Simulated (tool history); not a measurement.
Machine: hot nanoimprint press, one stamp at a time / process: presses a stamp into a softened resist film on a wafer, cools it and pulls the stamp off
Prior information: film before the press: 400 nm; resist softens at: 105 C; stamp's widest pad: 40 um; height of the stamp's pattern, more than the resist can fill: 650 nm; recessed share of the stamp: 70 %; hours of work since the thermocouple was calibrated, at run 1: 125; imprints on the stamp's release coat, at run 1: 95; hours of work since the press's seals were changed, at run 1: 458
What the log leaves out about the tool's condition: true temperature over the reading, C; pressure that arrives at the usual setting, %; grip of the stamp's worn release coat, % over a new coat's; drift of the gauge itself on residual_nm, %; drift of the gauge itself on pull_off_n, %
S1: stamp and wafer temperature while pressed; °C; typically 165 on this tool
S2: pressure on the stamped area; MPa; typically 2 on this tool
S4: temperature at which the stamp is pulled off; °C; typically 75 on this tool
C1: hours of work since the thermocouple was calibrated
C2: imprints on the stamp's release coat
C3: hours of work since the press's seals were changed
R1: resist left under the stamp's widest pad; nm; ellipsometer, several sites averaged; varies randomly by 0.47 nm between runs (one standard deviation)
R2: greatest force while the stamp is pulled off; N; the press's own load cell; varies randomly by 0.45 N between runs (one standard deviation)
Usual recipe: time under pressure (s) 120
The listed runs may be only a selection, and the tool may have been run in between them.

{"run": 1, "hour": 0.0, "S1": 165, "S2": 2, "time under pressure (s)": 120, "S4": 75, "C1": 125, "C2": 95, "C3": 458, "R1": 185.2, "R2": 144.1}
{"run": 2, "hour": 34.6, "S1": 165, "S2": 2, "time under pressure (s)": 120, "S4": 75, "C1": 152, "C2": 230, "C3": 486, "R1": 184.5, "R2": 144.9}
{"run": 3, "hour": 58.7, "S1": 165, "S2": 2, "time under pressure (s)": 120, "S4": 75, "C1": 171, "C2": 324, "C3": 505, "R1": 183.9, "R2": 147.1}
{"run": 4, "hour": 89.0, "S1": 165, "S2": 2, "time under pressure (s)": 120, "S4": 76, "C1": 195, "C2": 443, "C3": 529, "R1": 184.0, "R2": 145.7}
{"hour": 115.9, "done": "stamp cleaned and given a new release coat"}
{"run": 5, "hour": 126.4, "S1": 165, "S2": 2, "time under pressure (s)": 120, "S4": 75, "C1": 220, "C2": 41, "C3": 554, "R1": 182.5, "R2": 142.5}
{"run": 6, "hour": 151.3, "S1": 165, "S2": 2, "time under pressure (s)": 124, "S4": 75, "C1": 240, "C2": 138, "C3": 574, "R1": 180.3, "R2": 144.1}
{"run": 7, "hour": 175.1, "S1": 174, "S2": 2, "time under pressure (s)": 120, "S4": 75, "C1": 259, "C2": 231, "C3": 592, "R1": 113.8, "R2": 145.5}
{"run": 8, "hour": 197.4, "S1": 165, "S2": 2, "time under pressure (s)": 120, "S4": 75, "C1": 276, "C2": 319, "C3": 610, "R1": 182.3, "R2": 146.5}
{"run": 9, "hour": 225.7, "S1": 165, "S2": 2, "time under pressure (s)": 120, "S4": 75, "C1": 299, "C2": 430, "C3": 633, "R1": 180.8, "R2": 147.9}
{"hour": 258.2, "done": "stamp cleaned and given a new release coat"}
{"run": 10, "hour": 265.3, "S1": 165, "S2": 2, "time under pressure (s)": 120, "S4": 68, "C1": 326, "C2": 28, "C3": 659, "R1": 181.4, "R2": 164.8}
{"run": 11, "hour": 305.6, "S1": 165, "S2": 2, "time under pressure (s)": 120, "S4": 68, "C1": 358, "C2": 186, "C3": 691, "R1": 180.7, "R2": 168.9}
{"run": 12, "hour": 341.7, "S1": 165, "S2": 2, "time under pressure (s)": 120, "S4": 68, "C1": 386, "C2": 327, "C3": 720, "R1": 179.8, "R2": 169.8}
{"hour": 346.9, "done": "plate thermocouple calibrated"}
{"run": 13, "hour": 362.8, "S1": 165, "S2": 2, "time under pressure (s)": 120, "S4": 68, "C1": 13, "C2": 398, "C3": 734, "R1": 176.5, "R2": 170.6}
{"run": 14, "hour": 384.6, "S1": 160, "S2": 2, "time under pressure (s)": 120, "S4": 83, "C1": 30, "C2": 483, "C3": 751, "R1": 228.6, "R2": 117.4}
{"hour": 400.9, "done": "stamp cleaned and given a new release coat"}
{"run": 15, "hour": 414.1, "S1": 160, "S2": 2, "time under pressure (s)": 120, "S4": 83, "C1": 48, "C2": 52, "C3": 770, "R1": 228.1, "R2": 112.5}
{"hour": 431.7, "done": "plate thermocouple calibrated, once more"}
{"run": 16, "hour": 451.5, "S1": 160, "S2": 2, "time under pressure (s)": 120, "S4": 83, "C1": 16, "C2": 187, "C3": 797, "R1": 246.3, "R2": 119.5}
{"run": 17, "hour": 479.5, "S1": 160, "S2": 2, "time under pressure (s)": 120, "S4": 83, "C1": 38, "C2": 296, "C3": 820, "R1": 245.4, "R2": 120.9}

Estimate the outcome of run 18 from the log above:
{"run": 18, "hour": 518.9, "S1": 160, "S2": 2, "time under pressure (s)": 120, "S4": 83, "C1": 69, "C2": 451, "C3": 851, "R1": "?", "R2": "?"}

Run 18 produced R1 244.1 nm, R2 122.3 N.
Had the tool carried no hidden state, the very same run would have given R1 237.9 nm, R2 116.7 N.
